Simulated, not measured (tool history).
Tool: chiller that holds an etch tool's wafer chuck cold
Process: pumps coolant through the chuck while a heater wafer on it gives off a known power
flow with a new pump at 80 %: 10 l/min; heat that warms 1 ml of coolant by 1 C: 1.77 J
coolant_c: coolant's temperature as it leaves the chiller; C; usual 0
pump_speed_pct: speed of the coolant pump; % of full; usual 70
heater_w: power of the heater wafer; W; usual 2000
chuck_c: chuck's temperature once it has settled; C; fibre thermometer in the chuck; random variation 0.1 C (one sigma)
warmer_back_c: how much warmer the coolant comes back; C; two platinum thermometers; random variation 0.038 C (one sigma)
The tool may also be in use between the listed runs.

| run | day | coolant_c | pump_speed_pct | heater_w | chuck_c | warmer_back_c |
|---|---|---|---|---|---|---|
| 1 | 0.000 | 0 | 70 | 2000 | 19.7 | 7.75 |
| 2 | 1.312 | -9 | 70 | 2000 | 10.8 | 7.78 |
| 3 | 3.046 | -9 | 70 | 2000 | 10.8 | 7.80 |
| 4 | 4.771 | -9 | 70 | 2000 | 10.7 | 7.83 |
| 5 | 7.312 | -9 | 70 | 2000 | 11.1 | 7.88 |
| 6 | 8.542 | -9 | 70 | 2000 | 10.9 | 7.92 |
| 7 | 10.675 | 4 | 70 | 2000 | 23.8 | 7.85 |
| 8 | 12.025 | 0 | 72 | 2000 | 19.5 | 7.63 |
| 9 | 14.450 | 0 | 72 | 2000 | 19.7 | 7.68 |
| 10 | 16.342 | 0 | 72 | 2000 | 19.6 | 7.68 |
| 11 | 18.617 | 0 | 72 | 2000 | 19.5 | 7.65 |
| 12 | 21.075 | 0 | 70 | 2000 | 19.9 | 7.92 |
| 13 | 22.662 | 6 | 70 | 2000 | 25.8 | 7.95 |
| 14 | 24.662 | 6 | 70 | 2000 | 25.9 | 7.90 |
| 15 | 27.379 | 6 | 70 | 2000 | 26.0 | 7.98 |
| 16 | 29.450 | 6 | 70 | 2000 | 25.9 | 7.93 |
| 17 | 31.242 | 6 | 70 | 2000 | 25.6 | 7.98 |
| 18 | 33.842 | 6 | 94 | 2000 | 21.8 | 5.95 |
| 19 | 36.117 | 6 | 94 | 2000 | 21.9 | 6.01 |
| 20 | 38.092 | 6 | 94 | 2000 | 21.9 | 6.03 |
| 21 | 40.938 | 3 | 82 | 2601 | 25.9 | 8.84 |
| 22 | 42.475 | -3 | 81 | 2463 | 19.0 | 8.44 |
| 23 | 44.200 | -3 | 81 | 2463 | 18.9 | 8.53 |
|  | 44.650 | gauge calibrated |
| 24 | 45.983 | 3 | 72 | 2222 | 24.6 | 8.33 |
| 25 | 48.079 | 0 | 97 | 2000 | 15.5 | 5.52 |
| 26 | 50.254 | 0 | 97 | 2000 | 15.5 | 5.59 |
| 27 | 52.462 | 0 | 97 | 2000 | 15.5 | 5.58 |
| 28 | 54.121 | -3 | 70 | 2000 | 16.9 | 7.78 |
| 29 | 55.767 | -3 | 70 | 2000 | 16.9 | 7.88 |
| 30 | 57.967 | -3 | 70 | 2000 | 16.9 | 7.84 |
| 31 | 59.975 | 1 | 70 | 1165 | 12.6 | 4.63 |

Forecast each of these 5 alternatives for the next run:
| A | 62.346 | 4 | 70 | 1156 | ? | ? |
| B | 62.346 | 1 | 74 | 1579 | ? | ? |
| C | 62.346 | 0 | 70 | 2683 | ? | ? |
| D | 62.346 | -2 | 70 | 2000 | ? | ? |
| E | 62.346 | -6 | 70 | 2000 | ? | ? |

| run | chuck_c | warmer_back_c |
|---|---|---|
| A | 15.4 | 4.66 |
| B | 16.1 | 5.86 |
| C | 26.6 | 10.54 |
| D | 17.9 | 7.85 |
| E | 13.9 | 7.92 |
Without the tool's hidden state the same runs would have given:
| run | chuck_c | warmer_back_c |
|---|---|---|
| A | 15.4 | 4.54 |
| B | 16.1 | 5.74 |
| C | 26.6 | 10.42 |
| D | 17.9 | 7.73 |
| E | 13.9 | 7.80 |
